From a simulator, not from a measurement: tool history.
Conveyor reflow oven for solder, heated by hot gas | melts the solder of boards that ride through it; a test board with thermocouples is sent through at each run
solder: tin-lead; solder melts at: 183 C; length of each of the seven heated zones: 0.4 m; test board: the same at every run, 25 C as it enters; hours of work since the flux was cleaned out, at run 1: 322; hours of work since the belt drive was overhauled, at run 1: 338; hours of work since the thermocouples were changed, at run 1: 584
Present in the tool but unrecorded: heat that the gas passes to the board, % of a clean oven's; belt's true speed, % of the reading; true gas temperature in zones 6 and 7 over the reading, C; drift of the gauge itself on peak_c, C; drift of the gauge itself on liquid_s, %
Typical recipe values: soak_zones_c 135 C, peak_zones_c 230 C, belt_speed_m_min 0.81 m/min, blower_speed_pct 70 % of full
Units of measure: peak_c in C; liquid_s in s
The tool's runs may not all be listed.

run	day	soak_zones_c	peak_zones_c	belt_speed_m_min	blower_speed_pct	hours of work since the flux was cleaned out	hours of work since the belt drive was overhauled	hours of work since the thermocouples were changed	peak_c	liquid_s
1	0	135	230	0.81	70	322	338	584	210	39.6
2	0.75	135	230	0.81	70	330	346	592	210.4	38.5
# day 1.583: flux residue cleaned out of gas plates and filters
3	1.758	135	230	0.81	70	2	354	600	213	41.2
4	2.421	135	230	0.81	70	9	361	607	213	42.1
5	2.862	135	230	0.81	70	14	366	612	212.8	41.4
6	3.696	135	230	0.81	70	23	375	621	212.7	41.6
7	4.238	135	230	0.81	70	28	381	627	212.8	41.1
8	5.038	135	230	0.81	70	37	390	635	212.2	41.6
9	5.871	135	230	0.81	70	46	398	644	212.3	41.1
10	6.362	135	230	0.81	70	51	404	650	213	40.7
11	6.733	135	233	0.81	65	55	408	654	214.1	41.8
12	7.308	135	233	0.81	65	61	414	660	213.3	41
13	7.825	135	233	0.81	65	67	419	665	213.4	41.9
14	8.533	135	233	0.81	70	75	427	673	215	43.5
15	9.279	144	236	0.81	70	83	435	681	218.6	47.7
16	9.762	144	236	0.85	71	88	440	686	217.3	44.9
17	10.583	144	228	0.751	61	97	449	695	211.8	46.2
18	11.171	123	230	0.802	59	103	455	701	206.2	34.1
19	11.817	123	230	0.802	59	110	462	708	207.7	33.2

For each entry between runs, how does the tool's hidden state at the last listed run before it compare with that at the first listed run after it?
Logged between run 2 and run 3: flux residue cleaned out of gas plates and filters (day 1.583)
  heat that the gas passes to the board, % of a clean oven's: 86.7 -> 99.1; belt's true speed, % of the reading: 99.49 -> 99.48; true gas temperature in zones 6 and 7 over the reading, C: -1.94 -> -1.97
  measured result minus the result with no hidden state, peak_c: -4.7 -> -1.8 C; liquid_s: -3.7 -> -0.9 s
